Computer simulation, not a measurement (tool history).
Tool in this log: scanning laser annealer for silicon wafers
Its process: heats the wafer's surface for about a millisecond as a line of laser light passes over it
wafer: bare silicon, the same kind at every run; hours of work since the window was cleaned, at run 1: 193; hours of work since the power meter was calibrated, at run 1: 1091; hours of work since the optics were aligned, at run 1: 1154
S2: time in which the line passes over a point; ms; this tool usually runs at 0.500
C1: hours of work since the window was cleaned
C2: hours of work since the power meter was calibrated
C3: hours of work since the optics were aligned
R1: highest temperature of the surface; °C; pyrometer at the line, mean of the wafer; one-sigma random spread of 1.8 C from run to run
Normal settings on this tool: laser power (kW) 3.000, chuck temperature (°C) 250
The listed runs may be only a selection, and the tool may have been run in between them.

{"run": 1, "hour": 0.0, "laser power (kW)": 3.0, "S2": 0.5, "chuck temperature (°C)": 250, "C1": 193, "C2": 1091, "C3": 1154, "R1": 1026}
{"run": 2, "hour": 35.9, "laser power (kW)": 3.0, "S2": 0.5, "chuck temperature (°C)": 250, "C1": 219, "C2": 1117, "C3": 1180, "R1": 1023}
{"hour": 84.8, "done": "optics aligned, line set to its width"}
{"run": 3, "hour": 102.2, "laser power (kW)": 3.0, "S2": 0.5, "chuck temperature (°C)": 250, "C1": 264, "C2": 1162, "C3": 13, "R1": 1038}
{"run": 4, "hour": 154.2, "laser power (kW)": 3.0, "S2": 0.5, "chuck temperature (°C)": 230, "C1": 302, "C2": 1200, "C3": 51, "R1": 1018}
{"run": 5, "hour": 200.9, "laser power (kW)": 3.0, "S2": 0.5, "chuck temperature (°C)": 230, "C1": 336, "C2": 1234, "C3": 85, "R1": 1013}
{"run": 6, "hour": 248.9, "laser power (kW)": 3.0, "S2": 0.5, "chuck temperature (°C)": 230, "C1": 371, "C2": 1269, "C3": 120, "R1": 1007}
{"hour": 254.8, "done": "window over the wafer cleaned"}
{"run": 7, "hour": 319.1, "laser power (kW)": 3.0, "S2": 0.5, "chuck temperature (°C)": 230, "C1": 47, "C2": 1319, "C3": 169, "R1": 994}
{"run": 8, "hour": 380.5, "laser power (kW)": 3.0, "S2": 0.5, "chuck temperature (°C)": 230, "C1": 92, "C2": 1363, "C3": 214, "R1": 988}
{"run": 9, "hour": 431.1, "laser power (kW)": 3.0, "S2": 0.5, "chuck temperature (°C)": 250, "C1": 128, "C2": 1400, "C3": 251, "R1": 1009}
{"run": 10, "hour": 482.1, "laser power (kW)": 3.0, "S2": 0.5, "chuck temperature (°C)": 221, "C1": 166, "C2": 1437, "C3": 288, "R1": 973}
{"run": 11, "hour": 513.0, "laser power (kW)": 3.042, "S2": 0.49, "chuck temperature (°C)": 276, "C1": 188, "C2": 1460, "C3": 311, "R1": 1033}
{"run": 12, "hour": 558.1, "laser power (kW)": 2.808, "S2": 0.367, "chuck temperature (°C)": 267, "C1": 221, "C2": 1493, "C3": 344, "R1": 870}
{"run": 13, "hour": 617.1, "laser power (kW)": 3.0, "S2": 0.35, "chuck temperature (°C)": 278, "C1": 264, "C2": 1536, "C3": 387, "R1": 908}
{"hour": 646.3, "done": "window over the wafer cleaned, once more"}
{"run": 14, "hour": 671.3, "laser power (kW)": 3.0, "S2": 0.35, "chuck temperature (°C)": 278, "C1": 18, "C2": 1574, "C3": 425, "R1": 953}
{"run": 15, "hour": 722.1, "laser power (kW)": 3.0, "S2": 0.35, "chuck temperature (°C)": 278, "C1": 55, "C2": 1611, "C3": 462, "R1": 954}
{"run": 16, "hour": 769.3, "laser power (kW)": 3.0, "S2": 0.485, "chuck temperature (°C)": 250, "C1": 90, "C2": 1645, "C3": 496, "R1": 1031}
{"run": 17, "hour": 797.0, "laser power (kW)": 3.203, "S2": 0.355, "chuck temperature (°C)": 226, "C1": 110, "C2": 1665, "C3": 516, "R1": 947}
{"run": 18, "hour": 844.2, "laser power (kW)": 3.06, "S2": 0.5, "chuck temperature (°C)": 249, "C1": 144, "C2": 1700, "C3": 551, "R1": 1056}
{"run": 19, "hour": 890.0, "laser power (kW)": 2.981, "S2": 0.552, "chuck temperature (°C)": 249, "C1": 178, "C2": 1733, "C3": 584, "R1": 1068}

Branching from run 19: 5 alternative next runs. What would each branch give?
{"run": "A", "hour": 954.0, "laser power (kW)": 2.977, "S2": 0.37, "chuck temperature (°C)": 214, "C1": 224, "C2": 1780, "C3": 631, "R1": "?"}
{"run": "B", "hour": 954.0, "laser power (kW)": 3.0, "S2": 0.459, "chuck temperature (°C)": 282, "C1": 224, "C2": 1780, "C3": 631, "R1": "?"}
{"run": "C", "hour": 954.0, "laser power (kW)": 2.696, "S2": 0.418, "chuck temperature (°C)": 265, "C1": 224, "C2": 1780, "C3": 631, "R1": "?"}
{"run": "D", "hour": 954.0, "laser power (kW)": 2.956, "S2": 0.557, "chuck temperature (°C)": 214, "C1": 224, "C2": 1780, "C3": 631, "R1": "?"}
{"run": "E", "hour": 954.0, "laser power (kW)": 2.981, "S2": 0.413, "chuck temperature (°C)": 249, "C1": 224, "C2": 1780, "C3": 631, "R1": "?"}

run=A R1=888
run=B R1=1034
run=C R1=907
run=D R1=1024
run=E R1=957
Take away the tool's hidden state, keep each run's random variation, and the runs would have read:
run=A R1=914
run=B R1=1063
run=C R1=931
run=D R1=1054
run=E R1=984
